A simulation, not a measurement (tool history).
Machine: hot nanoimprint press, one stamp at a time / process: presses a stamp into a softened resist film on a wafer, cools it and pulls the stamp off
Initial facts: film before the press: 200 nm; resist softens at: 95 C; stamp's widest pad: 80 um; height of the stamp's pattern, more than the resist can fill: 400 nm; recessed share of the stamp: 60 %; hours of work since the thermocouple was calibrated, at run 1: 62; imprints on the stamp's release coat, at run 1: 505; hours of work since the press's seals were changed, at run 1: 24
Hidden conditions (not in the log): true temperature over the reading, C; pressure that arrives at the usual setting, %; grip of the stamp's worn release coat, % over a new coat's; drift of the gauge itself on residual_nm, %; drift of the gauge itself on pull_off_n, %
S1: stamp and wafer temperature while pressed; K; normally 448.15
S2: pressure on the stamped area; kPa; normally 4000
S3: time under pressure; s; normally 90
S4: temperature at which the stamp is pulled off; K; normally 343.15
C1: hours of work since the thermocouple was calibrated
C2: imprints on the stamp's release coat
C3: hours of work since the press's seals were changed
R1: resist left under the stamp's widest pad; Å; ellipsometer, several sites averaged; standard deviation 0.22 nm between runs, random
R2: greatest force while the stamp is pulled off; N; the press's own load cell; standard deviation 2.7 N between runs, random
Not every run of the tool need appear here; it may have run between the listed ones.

Run 1, hour 0.0: usual settings; C1 62; C2 505; C3 24. Result: R1 865 Å, R2 133 N.
Run 2, hour 7.5: usual settings but S1 453.15 K; C1 68; C2 540; C3 30. Result: R1 724 Å, R2 122 N.
Run 3, hour 15.4: usual settings but S1 453.15 K; C1 73; C2 578; C3 36. Result: R1 728 Å, R2 128 N.
Run 4, hour 25.1: usual settings but S1 453.15 K; C1 81; C2 624; C3 43. Result: R1 726 Å, R2 124 N.
Run 5, hour 34.2: usual settings but S1 453.15 K, S4 337.15 K; C1 87; C2 667; C3 49. Result: R1 728 Å, R2 149 N.
Run 6, hour 43.8: usual settings but S1 453.15 K, S4 337.15 K; C1 94; C2 713; C3 57. Result: R1 729 Å, R2 150 N.
Run 7, hour 55.0: usual settings but S3 147 s; C1 103; C2 766; C3 65. Result: R1 740 Å, R2 125 N.
Run 8, hour 67.4: usual settings but S2 2580 kPa, S3 124 s, S4 349.15 K; C1 112; C2 825; C3 74. Result: R1 1009 Å, R2 106 N.
Run 9, hour 74.4: usual settings but S2 2580 kPa, S3 124 s, S4 349.15 K; C1 117; C2 858; C3 79. Result: R1 1010 Å, R2 108 N.
Run 10, hour 83.0: usual settings but S1 455.15 K, S2 6000 kPa, S3 161 s, S4 349.15 K; C1 124; C2 899; C3 86. Result: R1 433 Å, R2 104 N.
Run 11, hour 91.4: usual settings but S1 455.15 K, S2 6000 kPa, S3 161 s, S4 349.15 K; C1 130; C2 938; C3 92. Result: R1 432 Å, R2 102 N.
Run 12, hour 101.6: usual settings but S2 2460 kPa, S3 103 s; C1 137; C2 987; C3 99. Result: R1 1096 Å, R2 124 N.
Run 13, hour 109.0: usual settings but S1 447.15 K, S2 2460 kPa, S3 174 s, S4 350.15 K; C1 143; C2 1022; C3 105. Result: R1 969 Å, R2 100 N.

Branching from run 13: 5 alternative next runs. What would each branch give?
Run A, hour 114.6: usual settings but S1 449.15 K, S2 3780 kPa, S4 346.15 K; C1 147; C2 1048; C3 109. Result: R1 ?, R2 ?.
Run B, hour 114.6: usual settings but S1 450.15 K, S2 2760 kPa, S3 96 s, S4 350.15 K; C1 147; C2 1048; C3 109. Result: R1 ?, R2 ?.
Run C, hour 114.6: usual settings but S1 447.15 K, S2 2460 kPa, S3 174 s, S4 351.15 K; C1 147; C2 1048; C3 109. Result: R1 ?, R2 ?.
Run D, hour 114.6: usual settings but S3 78 s; C1 147; C2 1048; C3 109. Result: R1 ?, R2 ?.
Run E, hour 114.6: usual settings but S1 447.15 K, S2 4500 kPa, S3 174 s, S4 336.15 K; C1 147; C2 1048; C3 109. Result: R1 ?, R2 ?.

run   R1   R2
  A  875  116
  B  991  100
  C  972   98
  D  917  128
  E  681  157
Without the tool's hidden state the same runs would have given:
run   R1   R2
  A  860  115
  B  974   99
  C  955   97
  D  901  127
  E  669  155
